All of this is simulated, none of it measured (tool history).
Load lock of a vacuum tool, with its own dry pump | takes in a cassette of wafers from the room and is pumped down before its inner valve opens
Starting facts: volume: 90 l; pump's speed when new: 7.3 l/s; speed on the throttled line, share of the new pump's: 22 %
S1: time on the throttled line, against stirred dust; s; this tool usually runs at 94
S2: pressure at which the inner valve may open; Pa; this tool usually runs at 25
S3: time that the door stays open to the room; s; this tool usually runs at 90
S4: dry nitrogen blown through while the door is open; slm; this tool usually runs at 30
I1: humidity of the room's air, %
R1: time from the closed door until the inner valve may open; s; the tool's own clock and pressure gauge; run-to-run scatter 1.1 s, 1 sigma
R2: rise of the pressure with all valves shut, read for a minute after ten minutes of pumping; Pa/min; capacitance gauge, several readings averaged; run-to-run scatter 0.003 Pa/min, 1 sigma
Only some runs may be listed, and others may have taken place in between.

run,hour,S1,S2,S3,S4,I1,R1,R2
1,0,94,25,90,30,45.4,189.1,0.255
2,498.1,94,25,90,30,41.7,189.1,0.279
3,761.4,94,25,90,30,44.6,190.9,0.297
4,1282.7,94,25,90,30,49.4,192.5,0.318
5,1612.9,94,25,90,9,44.5,194.1,0.35
6,2077.6,94,47,90,30,42.7,184.4,0.358
7,2403.1,94,47,90,30,45.8,187,0.381
8,2932.9,94,25,90,30,45.2,198.1,0.414
9,3435.1,94,25,90,30,44,197.6,0.426
10,3881.6,94,25,90,30,47.1,202.2,0.451
11,4311.4,94,25,90,30,46.5,199.3,0.491
12,4713.9,94,25,90,30,45.1,202.5,0.502
13,4986.7,94,25,90,30,43.9,205.4,0.523
# hour 5213.6: dry pump taken out, an overhauled one fitted
14,5378.6,94,25,90,30,44.2,174.1,0.544
15,5745.6,94,25,90,30,45,176.7,0.574
16,6203.2,94,25,90,30,45.6,176.1,0.615
17,6627.9,94,31,90,19,44.7,175.4,0.647
18,6977,65,20,63,5,42.1,157,0.678
19,7448.2,65,20,63,5,40,160.9,0.702
20,7831.7,94,19,192,30,46,185.4,0.739
# hour 8126: door's seal changed, seat wiped
21,8350,51,19,192,29,44,151.3,0.066
22,8717.2,63,23,90,16,44.4,161.3,0.065
23,9185.5,63,34,90,16,45.6,154.8,0.075
24,9454.4,122,24,90,16,44,204.7,0.077
25,9984.4,152,24,29,6,46.3,229.6,0.077
26,10267.3,94,50,150,30,47,176.1,0.103
27,10783.9,94,50,150,30,45.5,179.4,0.112
28,11029.8,94,30,90,30,47.3,184.4,0.111
29,11444.2,74,26,31,18,45.8,174,0.107
30,11843.2,94,20,90,30,46.3,192.3,0.129
31,12231.6,94,20,90,30,44.9,195.8,0.139
32,12492.3,94,25,90,6,41.3,190.5,0.168

Pick out some run-to-run changes in R1. Of each, how much would a tool without hidden state show as well, from the settings, what came in and chance, and how much is left for the hidden state and any gauge scatter not in both results compared?
The tool's hidden condition here consists of: pump's speed, % of a new pump's; leak at the door's seal, Pa l/s; drift of the gauge itself on ready_s, %; drift of the gauge itself on rise_pa_min, %.
Run 7 -> 8: S2 47 -> 25. R1 +11.1 s: hidden state +3.5, all else +7.6.
Run 13 -> 14: dry pump taken out, an overhauled one fitted. R1 -31.3 s: hidden state -28.7, all else -2.6.
Run 20 -> 21: S1 94 -> 51, S4 30 -> 29, door's seal changed, seat wiped. R1 -34.1 s: hidden state +1.4, all else -35.5.
Run 23 -> 24: S1 63 -> 122, S2 34 -> 24. R1 +49.9 s: hidden state -0.1, all else +50.
Run 25 -> 26: S1 152 -> 94, S2 24 -> 50, S3 29 -> 150, S4 6 -> 30. R1 -53.5 s: hidden state +0.9, all else -54.4.
Run 28 -> 29: S1 94 -> 74, S2 30 -> 26, S3 90 -> 31, S4 30 -> 18. R1 -10.4 s: hidden state +2, all else -12.4.

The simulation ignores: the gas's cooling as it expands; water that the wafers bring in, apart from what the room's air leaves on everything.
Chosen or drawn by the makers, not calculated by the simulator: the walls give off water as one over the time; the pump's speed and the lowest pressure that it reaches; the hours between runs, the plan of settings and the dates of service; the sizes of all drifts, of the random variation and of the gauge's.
